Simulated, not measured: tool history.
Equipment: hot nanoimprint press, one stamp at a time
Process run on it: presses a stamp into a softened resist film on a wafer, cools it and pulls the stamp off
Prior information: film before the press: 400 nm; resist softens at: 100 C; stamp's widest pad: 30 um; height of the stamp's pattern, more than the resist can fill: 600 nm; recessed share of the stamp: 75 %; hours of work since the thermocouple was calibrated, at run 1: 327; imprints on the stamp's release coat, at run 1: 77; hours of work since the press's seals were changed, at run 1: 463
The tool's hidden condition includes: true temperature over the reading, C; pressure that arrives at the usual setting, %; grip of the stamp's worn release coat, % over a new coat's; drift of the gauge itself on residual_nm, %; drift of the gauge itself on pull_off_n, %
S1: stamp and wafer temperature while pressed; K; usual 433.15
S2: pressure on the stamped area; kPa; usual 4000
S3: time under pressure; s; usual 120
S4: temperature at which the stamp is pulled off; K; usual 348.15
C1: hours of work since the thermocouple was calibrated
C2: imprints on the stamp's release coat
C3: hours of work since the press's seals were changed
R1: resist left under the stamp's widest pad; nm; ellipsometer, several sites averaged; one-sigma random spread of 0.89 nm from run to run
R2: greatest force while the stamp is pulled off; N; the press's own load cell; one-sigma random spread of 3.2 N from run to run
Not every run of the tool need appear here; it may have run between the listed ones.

run   hour      S1    S2   S3      S4   C1    C2   C3     R1   R2
  1    0.0  433.15  4000  120  348.15  327    77  463  177.1  157
  2   17.0  433.15  4000  120  348.15  336   114  472  177.7  156
  3   33.3  433.15  4000  120  348.15  344   148  481  177.0  163
  4   53.6  441.15  4000  120  348.15  355   191  492  140.3  164
  5   74.8  441.15  4000  120  348.15  367   236  503  139.4  162
  6   95.6  436.15  4000  120  348.15  378   281  515  161.5  164
  7  110.6  433.15  4560  120  348.15  386   312  523  165.5  164
  8  127.8  433.15  4000  113  348.15  395   349  532  182.8  171
  9  143.9  433.15  4000  120  348.15  404   383  540  177.0  160
 10  179.9  445.15  4000  120  348.15  423   460  560  126.2  176
 11  213.3  445.15  4000  120  348.15  441   531  578  125.7  185
     221.3  -- plate thermocouple calibrated
 12  240.6  433.15  3120  120  348.15   10   582  591  193.4  179
 13  275.9  433.15  4000  120  348.15   29   658  610  171.5  185
 14  311.2  433.15  4000  120  348.15   48   732  628  172.7  197
 15  337.3  424.15  4000  120  348.15   62   788  642  225.0  191
 16  372.5  433.15  4280  120  348.15   81   863  661  165.7  188
 17  408.4  433.15  4280  120  348.15  100   939  680  167.5  201
 18  425.3  433.15  4280  120  335.15  109   975  690  166.5  213
 19  459.2  433.15  4280  120  335.15  127  1047  708  166.3  219
 20  484.9  433.15  4000   63  348.15  141  1102  721  211.7  206
 21  514.9  445.15  4000  202  351.15  157  1166  738  101.8  207
     544.0  -- press's hydraulic seals changed and the load cell set to zero
 22  555.4  426.15  4000  120  348.15  175  1235    6  211.7  210
 23  586.4  426.15  4000  120  348.15  191  1300   23  212.5  212
 24  601.7  433.15  4000   94  348.15  199  1333   31  185.7  220
 25  626.2  433.15  4000   94  348.15  212  1385   44  185.2  219
 26  653.6  433.15  4000   94  348.15  227  1443   59  186.8  224
 27  681.5  433.15  3400  137  339.15  242  1503   74  180.8  252
 28  718.1  429.15  4000  103  348.15  262  1580   93  204.9  229
 29  754.4  438.15  4000  121  334.15  281  1658  113  150.3  258
 30  779.6  444.15  4000  120  348.15  295  1711  126  126.0  245

Branching from run 30: 3 alternative next runs. What would each branch give?
  A  815.0  445.15  4000  120  348.15  314  1786  145   ?   ?
  B  815.0  423.15  4870  120  348.15  314  1786  145   ?   ?
  C  815.0  427.15  4000  120  342.15  314  1786  145   ?   ?

run     R1   R2
  A  123.9  243
  B  214.4  246
  C  210.3  258
Take away the tool's hidden state, keep each run's random variation, and the runs would have read:
run     R1   R2
  A  118.4  155
  B  203.5  157
  C  200.2  165

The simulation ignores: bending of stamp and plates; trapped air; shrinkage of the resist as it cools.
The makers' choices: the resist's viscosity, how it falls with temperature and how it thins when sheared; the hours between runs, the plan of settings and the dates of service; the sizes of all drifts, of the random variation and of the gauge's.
